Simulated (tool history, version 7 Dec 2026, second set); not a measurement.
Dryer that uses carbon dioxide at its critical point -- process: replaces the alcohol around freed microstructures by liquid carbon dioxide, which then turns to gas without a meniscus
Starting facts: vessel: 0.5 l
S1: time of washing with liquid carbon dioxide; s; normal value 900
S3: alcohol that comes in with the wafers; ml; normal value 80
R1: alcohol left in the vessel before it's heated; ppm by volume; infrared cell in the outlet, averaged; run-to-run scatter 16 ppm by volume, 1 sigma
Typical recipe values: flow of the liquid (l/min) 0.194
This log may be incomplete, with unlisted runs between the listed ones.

Run 1, day 0: usual settings. Result: R1 1361 ppm by volume.
Run 2, day 1.146: usual settings. Result: R1 1374 ppm by volume.
Run 3, day 2.846: usual settings. Result: R1 1479 ppm by volume.
Run 4, day 3.812: usual settings but S1 1380 s. Result: R1 207 ppm by volume.
Run 5, day 4.75: usual settings but S1 1380 s. Result: R1 205 ppm by volume.
Run 6, day 6.508: usual settings but S3 78 ml. Result: R1 1550 ppm by volume.
Run 7, day 7.758: usual settings but S3 78 ml. Result: R1 1657 ppm by volume.
Run 8, day 8.996: usual settings but S3 78 ml. Result: R1 1646 ppm by volume.
Run 9, day 10.621: usual settings but S3 78 ml. Result: R1 1806 ppm by volume.
Run 10, day 11.5: usual settings but S3 78 ml. Result: R1 1754 ppm by volume.
At day 12.825: purifier's bed changed.
Run 11, day 12.921: usual settings but S3 78 ml. Result: R1 1737 ppm by volume.
Run 12, day 14.688: usual settings but S3 78 ml. Result: R1 1815 ppm by volume.
Run 13, day 16.454: usual settings but flow of the liquid (l/min) 0.125. Result: R1 10184 ppm by volume.
Run 14, day 17.942: usual settings but flow of the liquid (l/min) 0.125. Result: R1 10315 ppm by volume.
Run 15, day 19.396: usual settings. Result: R1 2089 ppm by volume.
Run 16, day 21.104: usual settings. Result: R1 2217 ppm by volume.
Run 17, day 22.292: usual settings. Result: R1 2284 ppm by volume.
Run 18, day 23.617: usual settings but S1 960 s, flow of the liquid (l/min) 0.236, S3 41 ml. Result: R1 322 ppm by volume.
At day 24.233: inlet filter changed.
Run 19, day 25.125: usual settings but flow of the liquid (l/min) 0.235, S3 33 ml. Result: R1 161 ppm by volume.
Run 20, day 27.179: usual settings but S1 780 s. Result: R1 2235 ppm by volume.
Run 21, day 28.246: usual settings but S1 780 s. Result: R1 2234 ppm by volume.
Run 22, day 30.133: usual settings but S1 660 s, flow of the liquid (l/min) 0.187, S3 39 ml. Result: R1 2533 ppm by volume.
Run 23, day 31.208: usual settings but S1 720 s, flow of the liquid (l/min) 0.32. Result: R1 240 ppm by volume.
Run 24, day 33.138: usual settings but S1 1320 s, flow of the liquid (l/min) 0.32, S3 32 ml. Result: R1 39 ppm by volume.
Run 25, day 34.454: usual settings but S1 780 s, flow of the liquid (l/min) 0.32, S3 32 ml. Result: R1 95 ppm by volume.
Run 26, day 35.975: usual settings but S1 780 s, flow of the liquid (l/min) 0.299, S3 65 ml. Result: R1 241 ppm by volume.
Run 27, day 37.667: usual settings but S1 780 s, flow of the liquid (l/min) 0.139, S3 40 ml. Result: R1 4765 ppm by volume.
Run 28, day 39.417: usual settings but S1 720 s, flow of the liquid (l/min) 0.139, S3 22 ml. Result: R1 3313 ppm by volume.
Run 29, day 40.729: usual settings but flow of the liquid (l/min) 0.291, S3 64 ml. Result: R1 151 ppm by volume.
Run 30, day 42.492: usual settings but S1 1320 s, flow of the liquid (l/min) 0.249, S3 64 ml. Result: R1 80 ppm by volume.
Run 31, day 43.704: usual settings but S1 960 s, flow of the liquid (l/min) 0.249, S3 112 ml. Result: R1 446 ppm by volume.
Run 32, day 45.808: usual settings but S1 540 s, flow of the liquid (l/min) 0.2. Result: R1 9876 ppm by volume.

Here are 4 independent what-if runs from the current tool condition. What would each one return?
Run A, day 47.625: usual settings but S1 540 s, flow of the liquid (l/min) 0.204. Result: R1 ?.
Run B, day 47.625: usual settings but flow of the liquid (l/min) 0.278, S3 67 ml. Result: R1 ?.
Run C, day 47.625: usual settings but S3 32 ml. Result: R1 ?.
Run D, day 47.625: usual settings but S1 720 s, flow of the liquid (l/min) 0.127, S3 69 ml. Result: R1 ?.

run     R1
  A   9636
  B    271
  C    834
  D  14893
With the hidden condition removed and each run's random variation left untouched, the same runs would have given:
run     R1
  A   6580
  B     88
  C    430
  D  10996
